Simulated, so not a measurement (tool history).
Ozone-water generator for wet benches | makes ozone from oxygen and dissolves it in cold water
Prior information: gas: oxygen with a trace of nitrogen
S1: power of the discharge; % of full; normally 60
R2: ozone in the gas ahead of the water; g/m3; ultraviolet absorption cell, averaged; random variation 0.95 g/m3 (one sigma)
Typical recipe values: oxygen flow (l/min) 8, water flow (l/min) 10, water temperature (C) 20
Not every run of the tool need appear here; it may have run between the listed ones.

run 1 hour=0 | S1=60 oxygen_flow_(l/min)=8 water_flow_(l/min)=10 water_temperature_(C)=20 | dissolved_ozone_(ppm)=21.8 R2=160.9
run 2 hour=42.8 | S1=96 oxygen_flow_(l/min)=8 water_flow_(l/min)=10 water_temperature_(C)=20 | dissolved_ozone_(ppm)=29.5 R2=216.9
run 3 hour=73.5 | S1=60 oxygen_flow_(l/min)=5.09 water_flow_(l/min)=10 water_temperature_(C)=20 | dissolved_ozone_(ppm)=22.4 R2=188.4
run 4 hour=102 | S1=60 oxygen_flow_(l/min)=5.09 water_flow_(l/min)=10 water_temperature_(C)=20 | dissolved_ozone_(ppm)=22.4 R2=186.4
run 5 hour=129.4 | S1=60 oxygen_flow_(l/min)=5.09 water_flow_(l/min)=15 water_temperature_(C)=20 | dissolved_ozone_(ppm)=16 R2=184.9
run 6 hour=169.5 | S1=60 oxygen_flow_(l/min)=5.09 water_flow_(l/min)=15 water_temperature_(C)=20 | dissolved_ozone_(ppm)=15.9 R2=189.2
run 7 hour=213.1 | S1=60 oxygen_flow_(l/min)=5.09 water_flow_(l/min)=15 water_temperature_(C)=20 | dissolved_ozone_(ppm)=15.7 R2=188.6
run 8 hour=247.4 | S1=60 oxygen_flow_(l/min)=5.09 water_flow_(l/min)=15 water_temperature_(C)=20 | dissolved_ozone_(ppm)=15.7 R2=189
run 9 hour=290.3 | S1=60 oxygen_flow_(l/min)=5.09 water_flow_(l/min)=15 water_temperature_(C)=20 | dissolved_ozone_(ppm)=15.8 R2=186.5
run 10 hour=335.8 | S1=60 oxygen_flow_(l/min)=5.09 water_flow_(l/min)=15 water_temperature_(C)=20 | dissolved_ozone_(ppm)=15.6 R2=188.5
run 11 hour=367.1 | S1=54 oxygen_flow_(l/min)=8 water_flow_(l/min)=10 water_temperature_(C)=20 | dissolved_ozone_(ppm)=20.1 R2=149
run 12 hour=410.6 | S1=60 oxygen_flow_(l/min)=8 water_flow_(l/min)=11 water_temperature_(C)=20 | dissolved_ozone_(ppm)=20.2 R2=159.2
run 13 hour=459.5 | S1=60 oxygen_flow_(l/min)=8 water_flow_(l/min)=11 water_temperature_(C)=20 | dissolved_ozone_(ppm)=20.3 R2=158.2
-- hour=467.8 contactor cleaned
run 14 hour=485.4 | S1=60 oxygen_flow_(l/min)=8 water_flow_(l/min)=10 water_temperature_(C)=20 | dissolved_ozone_(ppm)=20.8 R2=157.5
run 15 hour=539.5 | S1=60 oxygen_flow_(l/min)=8 water_flow_(l/min)=10 water_temperature_(C)=20 | dissolved_ozone_(ppm)=20.9 R2=160.1
run 16 hour=579.6 | S1=60 oxygen_flow_(l/min)=8 water_flow_(l/min)=10 water_temperature_(C)=20 | dissolved_ozone_(ppm)=20.9 R2=157.7
run 17 hour=628.4 | S1=60 oxygen_flow_(l/min)=11.47 water_flow_(l/min)=10 water_temperature_(C)=20 | dissolved_ozone_(ppm)=19.8 R2=140
-- hour=641.6 contactor cleaned, once more
run 18 hour=681.7 | S1=60 oxygen_flow_(l/min)=11.18 water_flow_(l/min)=6 water_temperature_(C)=20 | dissolved_ozone_(ppm)=27.8 R2=140.9
run 19 hour=703.9 | S1=52 oxygen_flow_(l/min)=7.43 water_flow_(l/min)=10 water_temperature_(C)=20 | dissolved_ozone_(ppm)=20.8 R2=150
run 20 hour=747.9 | S1=49 oxygen_flow_(l/min)=6.56 water_flow_(l/min)=10 water_temperature_(C)=20 | dissolved_ozone_(ppm)=19.8 R2=150.7
run 21 hour=788.2 | S1=49 oxygen_flow_(l/min)=9.09 water_flow_(l/min)=10 water_temperature_(C)=25 | dissolved_ozone_(ppm)=17 R2=132.4
run 22 hour=832.4 | S1=49 oxygen_flow_(l/min)=9.09 water_flow_(l/min)=10 water_temperature_(C)=25 | dissolved_ozone_(ppm)=17.2 R2=131.5
run 23 hour=864.7 | S1=60 oxygen_flow_(l/min)=8 water_flow_(l/min)=10 water_temperature_(C)=14 | dissolved_ozone_(ppm)=25.1 R2=159.6
run 24 hour=894.7 | S1=60 oxygen_flow_(l/min)=8 water_flow_(l/min)=10 water_temperature_(C)=14 | dissolved_ozone_(ppm)=25.4 R2=158
run 25 hour=935.2 | S1=48 oxygen_flow_(l/min)=8 water_flow_(l/min)=7 water_temperature_(C)=20 | dissolved_ozone_(ppm)=23.7 R2=136.4
run 26 hour=966.5 | S1=47 oxygen_flow_(l/min)=9.65 water_flow_(l/min)=7 water_temperature_(C)=20 | dissolved_ozone_(ppm)=22.6 R2=127.7
run 27 hour=1006.5 | S1=85 oxygen_flow_(l/min)=5.67 water_flow_(l/min)=10 water_temperature_(C)=23 | dissolved_ozone_(ppm)=26.1 R2=222.2
run 28 hour=1049.2 | S1=85 oxygen_flow_(l/min)=5.67 water_flow_(l/min)=10 water_temperature_(C)=23 | dissolved_ozone_(ppm)=26.3 R2=221.6
run 29 hour=1086.3 | S1=85 oxygen_flow_(l/min)=5.67 water_flow_(l/min)=10 water_temperature_(C)=23 | dissolved_ozone_(ppm)=26.1 R2=221
run 30 hour=1108.4 | S1=77 oxygen_flow_(l/min)=8 water_flow_(l/min)=15 water_temperature_(C)=20 | dissolved_ozone_(ppm)=19.6 R2=183.2
run 31 hour=1150 | S1=77 oxygen_flow_(l/min)=8 water_flow_(l/min)=15 water_temperature_(C)=20 | dissolved_ozone_(ppm)=19.5 R2=183.7
run 32 hour=1200 | S1=77 oxygen_flow_(l/min)=8 water_flow_(l/min)=15 water_temperature_(C)=20 | dissolved_ozone_(ppm)=19.1 R2=185.6

What if the next run were any one of these 4? Each begins from the tool's condition after run 32:
run A hour=1233.5 | S1=63 oxygen_flow_(l/min)=8 water_flow_(l/min)=10 water_temperature_(C)=20 | dissolved_ozone_(ppm)=? R2=?
run B hour=1233.5 | S1=77 oxygen_flow_(l/min)=4.38 water_flow_(l/min)=15 water_temperature_(C)=25 | dissolved_ozone_(ppm)=? R2=?
run C hour=1233.5 | S1=52 oxygen_flow_(l/min)=8 water_flow_(l/min)=15 water_temperature_(C)=24 | dissolved_ozone_(ppm)=? R2=?
run D hour=1233.5 | S1=77 oxygen_flow_(l/min)=8 water_flow_(l/min)=13 water_temperature_(C)=20 | dissolved_ozone_(ppm)=? R2=?

run=A dissolved_ozone_(ppm)=22.7 R2=161
run=B dissolved_ozone_(ppm)=16.8 R2=227
run=C dissolved_ozone_(ppm)=13.5 R2=144
run=D dissolved_ozone_(ppm)=21.6 R2=183.4
Take away the tool's hidden state, keep each run's random variation, and the runs would have read:
run=A dissolved_ozone_(ppm)=23.7 R2=165.7
run=B dissolved_ozone_(ppm)=17.6 R2=234.7
run=C dissolved_ozone_(ppm)=14.1 R2=147.7
run=D dissolved_ozone_(ppm)=22.7 R2=189.5
